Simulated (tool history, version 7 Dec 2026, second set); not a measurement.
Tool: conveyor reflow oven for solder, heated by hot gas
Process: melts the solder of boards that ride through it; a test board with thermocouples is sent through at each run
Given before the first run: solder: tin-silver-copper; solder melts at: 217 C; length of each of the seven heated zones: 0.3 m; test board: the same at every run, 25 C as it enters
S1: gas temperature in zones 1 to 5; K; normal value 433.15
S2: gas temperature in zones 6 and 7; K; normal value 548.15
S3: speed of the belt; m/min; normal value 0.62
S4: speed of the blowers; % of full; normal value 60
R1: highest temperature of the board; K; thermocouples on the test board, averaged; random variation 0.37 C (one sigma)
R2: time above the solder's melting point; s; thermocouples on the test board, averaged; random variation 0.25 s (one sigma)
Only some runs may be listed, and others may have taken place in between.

Run 1, hour 0: usual settings. Result: R1 527.75 K, R2 41.7 s.
Run 2, hour 31.9: usual settings. Result: R1 527.65 K, R2 41.8 s.
Run 3, hour 54.1: usual settings. Result: R1 527.45 K, R2 41.2 s.
Run 4, hour 83.4: usual settings. Result: R1 527.25 K, R2 41.2 s.
Run 5, hour 104.3: usual settings. Result: R1 526.85 K, R2 41.8 s.
Run 6, hour 125.6: usual settings. Result: R1 527.65 K, R2 41.1 s.
Run 7, hour 154.2: usual settings but S3 0.55 m/min. Result: R1 531.55 K, R2 49.8 s.
Run 8, hour 182.5: usual settings but S4 57 % of full. Result: R1 526.15 K, R2 39.8 s.
Run 9, hour 214.9: usual settings. Result: R1 526.75 K, R2 40.5 s.
At hour 222: flux residue cleaned out of gas plates and filters.
Run 10, hour 252.6: usual settings but S4 62 % of full. Result: R1 527.15 K, R2 40.5 s.
Run 11, hour 275.3: usual settings but S2 559.15 K, S4 88 % of full. Result: R1 543.65 K, R2 49.5 s.
At hour 299.3: flux residue cleaned out of gas plates and filters, once more.
Run 12, hour 309: usual settings but S2 559.15 K, S4 88 % of full. Result: R1 547.35 K, R2 51.3 s.
Run 13, hour 328.7: usual settings but S2 546.15 K, S4 68 % of full. Result: R1 530.25 K, R2 44.2 s.
Run 14, hour 353.3: usual settings but S1 427.15 K, S2 552.15 K, S3 0.718 m/min, S4 61 % of full. Result: R1 525.15 K, R2 33.3 s.
Run 15, hour 376.3: usual settings but S3 0.51 m/min, S4 75 % of full. Result: R1 539.45 K, R2 59.9 s.
Run 16, hour 400.8: usual settings but S1 431.15 K, S2 563.15 K, S3 0.51 m/min, S4 75 % of full. Result: R1 552.75 K, R2 64.6 s.
Run 17, hour 430.9: usual settings but S1 431.15 K, S2 551.15 K, S3 0.51 m/min, S4 51 % of full. Result: R1 534.75 K, R2 55.6 s.
Run 18, hour 453.6: usual settings but S1 442.15 K, S2 547.15 K, S3 0.526 m/min, S4 52 % of full. Result: R1 531.65 K, R2 55.4 s.

Branching from run 18: 5 alternative next runs. What would each branch give?
Run A, hour 474.6: usual settings but S1 442.15 K, S2 558.15 K, S3 0.526 m/min, S4 52 % of full. Result: R1 ?, R2 ?.
Run B, hour 474.6: usual settings but S1 442.15 K, S2 558.15 K, S3 0.657 m/min, S4 52 % of full. Result: R1 ?, R2 ?.
Run C, hour 474.6: usual settings but S1 431.15 K. Result: R1 ?, R2 ?.
Run D, hour 474.6: usual settings but S1 424.15 K, S2 560.15 K, S4 54 % of full. Result: R1 ?, R2 ?.
Run E, hour 474.6: usual settings but S1 422.15 K, S2 547.15 K, S3 0.526 m/min, S4 72 % of full. Result: R1 ?, R2 ?.

run      R1    R2
  A  542.25  59.7
  B  532.65  43.3
  C  527.75  41.6
  D  533.95  42.9
  E  535.85  52.7
The same runs, with their run-to-run variation unchanged, on a tool lacking any hidden condition would have given:
run      R1    R2
  A  540.55  57.3
  B  531.25  41.5
  C  526.45  39.8
  D  532.55    41
  E  534.55  50.8

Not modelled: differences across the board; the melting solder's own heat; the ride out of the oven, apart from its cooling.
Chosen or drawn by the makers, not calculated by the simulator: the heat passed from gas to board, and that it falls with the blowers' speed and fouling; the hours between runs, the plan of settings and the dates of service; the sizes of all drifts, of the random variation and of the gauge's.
